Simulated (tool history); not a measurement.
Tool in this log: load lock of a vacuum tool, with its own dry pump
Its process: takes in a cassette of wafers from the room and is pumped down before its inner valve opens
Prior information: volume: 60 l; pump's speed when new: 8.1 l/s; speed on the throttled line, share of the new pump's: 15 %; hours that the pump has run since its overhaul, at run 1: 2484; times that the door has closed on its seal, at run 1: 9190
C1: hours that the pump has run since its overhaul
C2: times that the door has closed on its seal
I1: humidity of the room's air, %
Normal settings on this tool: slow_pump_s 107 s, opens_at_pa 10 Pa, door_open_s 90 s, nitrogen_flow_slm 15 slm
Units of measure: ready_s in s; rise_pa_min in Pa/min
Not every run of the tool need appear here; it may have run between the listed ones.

{"run": 1, "hour": 0.0, "slow_pump_s": 107, "opens_at_pa": 10, "door_open_s": 90, "nitrogen_flow_slm": 15, "C1": 2484, "C2": 9190, "I1": 48.5, "ready_s": 160.4, "rise_pa_min": 0.111}
{"run": 2, "hour": 214.5, "slow_pump_s": 107, "opens_at_pa": 10, "door_open_s": 90, "nitrogen_flow_slm": 15, "C1": 2699, "C2": 9577, "I1": 45.9, "ready_s": 161.4, "rise_pa_min": 0.113}
{"run": 3, "hour": 403.7, "slow_pump_s": 107, "opens_at_pa": 10, "door_open_s": 90, "nitrogen_flow_slm": 15, "C1": 2888, "C2": 9918, "I1": 45.7, "ready_s": 161.6, "rise_pa_min": 0.118}
{"run": 4, "hour": 531.7, "slow_pump_s": 107, "opens_at_pa": 10, "door_open_s": 90, "nitrogen_flow_slm": 15, "C1": 3016, "C2": 10149, "I1": 46.3, "ready_s": 164.2, "rise_pa_min": 0.12}
{"run": 5, "hour": 659.9, "slow_pump_s": 107, "opens_at_pa": 10, "door_open_s": 90, "nitrogen_flow_slm": 15, "C1": 3144, "C2": 10380, "I1": 42.4, "ready_s": 161.1, "rise_pa_min": 0.112}
{"run": 6, "hour": 760.1, "slow_pump_s": 107, "opens_at_pa": 10, "door_open_s": 90, "nitrogen_flow_slm": 15, "C1": 3244, "C2": 10561, "I1": 42.1, "ready_s": 162.0, "rise_pa_min": 0.122}
{"run": 7, "hour": 929.4, "slow_pump_s": 107, "opens_at_pa": 10, "door_open_s": 90, "nitrogen_flow_slm": 15, "C1": 3413, "C2": 10866, "I1": 46.2, "ready_s": 164.0, "rise_pa_min": 0.125}
{"run": 8, "hour": 1135.4, "slow_pump_s": 107, "opens_at_pa": 10, "door_open_s": 90, "nitrogen_flow_slm": 15, "C1": 3619, "C2": 11237, "I1": 43.5, "ready_s": 163.3, "rise_pa_min": 0.124}
{"run": 9, "hour": 1266.1, "slow_pump_s": 107, "opens_at_pa": 10, "door_open_s": 90, "nitrogen_flow_slm": 39, "C1": 3750, "C2": 11473, "I1": 43.2, "ready_s": 162.5, "rise_pa_min": 0.101}
{"run": 10, "hour": 1479.7, "slow_pump_s": 87, "opens_at_pa": 9, "door_open_s": 202, "nitrogen_flow_slm": 6, "C1": 3964, "C2": 11859, "I1": 42.8, "ready_s": 145.3, "rise_pa_min": 0.185}
{"run": 11, "hour": 1635.7, "slow_pump_s": 180, "opens_at_pa": 9, "door_open_s": 29, "nitrogen_flow_slm": 6, "C1": 4120, "C2": 12140, "I1": 48.0, "ready_s": 224.6, "rise_pa_min": 0.122}
{"run": 12, "hour": 1772.6, "slow_pump_s": 110, "opens_at_pa": 10, "door_open_s": 90, "nitrogen_flow_slm": 15, "C1": 4257, "C2": 12387, "I1": 44.2, "ready_s": 166.8, "rise_pa_min": 0.139}
{"run": 13, "hour": 1989.9, "slow_pump_s": 110, "opens_at_pa": 10, "door_open_s": 90, "nitrogen_flow_slm": 15, "C1": 4474, "C2": 12779, "I1": 47.7, "ready_s": 165.6, "rise_pa_min": 0.144}
{"run": 14, "hour": 2140.6, "slow_pump_s": 107, "opens_at_pa": 8, "door_open_s": 90, "nitrogen_flow_slm": 15, "C1": 4625, "C2": 13051, "I1": 42.5, "ready_s": 164.7, "rise_pa_min": 0.142}
{"run": 15, "hour": 2362.1, "slow_pump_s": 107, "opens_at_pa": 10, "door_open_s": 90, "nitrogen_flow_slm": 38, "C1": 4846, "C2": 13450, "I1": 45.3, "ready_s": 162.7, "rise_pa_min": 0.125}
{"run": 16, "hour": 2495.7, "slow_pump_s": 142, "opens_at_pa": 10, "door_open_s": 189, "nitrogen_flow_slm": 15, "C1": 4980, "C2": 13691, "I1": 45.3, "ready_s": 191.4, "rise_pa_min": 0.17}
{"run": 17, "hour": 2676.2, "slow_pump_s": 142, "opens_at_pa": 9, "door_open_s": 53, "nitrogen_flow_slm": 8, "C1": 5160, "C2": 14017, "I1": 44.1, "ready_s": 193.2, "rise_pa_min": 0.148}
{"run": 18, "hour": 2802.9, "slow_pump_s": 170, "opens_at_pa": 15, "door_open_s": 90, "nitrogen_flow_slm": 15, "C1": 5287, "C2": 14245, "I1": 42.0, "ready_s": 212.3, "rise_pa_min": 0.154}

How would selected steps in ready_s from run to run divide? Give the signed amount a tool lacking its hidden state would still show from settings, what came in and random variation, and the signed amount left for the hidden state, including any gauge scatter that is not in both of the compared results.
Hidden state present: pump's speed, % of a new pump's; leak at the door's seal, Pa l/s; drift of the gauge itself on ready_s, %; drift of the gauge itself on rise_pa_min, %.
Run 10 -> 11: slow_pump_s 87 -> 180, door_open_s 202 -> 29. ready_s +79.3 s: hidden state -0.7, all else +80.0.
Run 11 -> 12: slow_pump_s 180 -> 110, opens_at_pa 9 -> 10, door_open_s 29 -> 90, nitrogen_flow_slm 6 -> 15. ready_s -57.8 s: hidden state +0.8, all else -58.6.
